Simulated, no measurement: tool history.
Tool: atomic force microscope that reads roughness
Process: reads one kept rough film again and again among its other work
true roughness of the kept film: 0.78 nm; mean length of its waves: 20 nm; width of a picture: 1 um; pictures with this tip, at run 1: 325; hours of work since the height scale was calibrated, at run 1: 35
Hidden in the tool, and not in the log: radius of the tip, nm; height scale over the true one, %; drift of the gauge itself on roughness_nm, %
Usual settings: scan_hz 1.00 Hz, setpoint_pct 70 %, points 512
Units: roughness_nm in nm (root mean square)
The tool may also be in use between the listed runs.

run,hour,scan_hz,setpoint_pct,points,pictures with this tip,hours of work since the height scale was calibrated,roughness_nm
1,0.0,1.00,70,512,325,35,0.702
2,16.6,2.25,70,512,346,46,0.684
3,25.3,2.25,70,512,357,51,0.687
4,36.1,2.25,70,641,371,58,0.690
5,53.5,2.25,70,641,392,68,0.696
# hour 60.7: new tip fitted
6,62.2,2.25,70,641,2,73,0.696
7,70.2,2.25,70,641,12,78,0.698
8,86.2,2.25,70,641,32,88,0.693
9,102.6,0.71,70,512,52,98,0.705
10,111.4,0.71,70,431,64,104,0.702
11,120.5,0.71,70,480,75,109,0.707
12,129.9,0.71,56,480,87,115,0.717
13,147.3,0.71,56,480,109,126,0.714
14,163.5,2.70,70,512,129,136,0.681
15,174.3,0.58,62,822,142,142,0.720
16,183.8,0.97,70,332,154,148,0.693
17,194.9,0.97,70,332,168,155,0.701
18,206.1,0.97,70,332,182,162,0.695
19,217.8,3.86,79,512,197,169,0.642
20,230.1,1.59,70,694,212,177,0.701
21,245.0,1.59,70,694,231,186,0.700
22,256.7,1.94,75,414,246,193,0.680
23,270.9,1.94,75,414,264,202,0.680
24,290.5,1.94,75,414,288,214,0.675
25,305.3,1.94,75,414,307,223,0.680
26,321.5,1.95,70,580,327,233,0.684
27,341.1,0.93,71,483,352,245,0.702

5 ways to go on from here, each from the tool as it stands after run 27. What would each give?
A,360.4,0.82,75,483,376,257,?
B,360.4,1.00,62,512,376,257,?
C,360.4,1.51,80,512,376,257,?
D,360.4,2.35,79,742,376,257,?
E,360.4,0.91,57,802,376,257,?

run,roughness_nm
A,0.705
B,0.699
C,0.685
D,0.669
E,0.711
Without the tool's hidden state the same runs would have given:
run,roughness_nm
A,0.710
B,0.704
C,0.690
D,0.673
E,0.716

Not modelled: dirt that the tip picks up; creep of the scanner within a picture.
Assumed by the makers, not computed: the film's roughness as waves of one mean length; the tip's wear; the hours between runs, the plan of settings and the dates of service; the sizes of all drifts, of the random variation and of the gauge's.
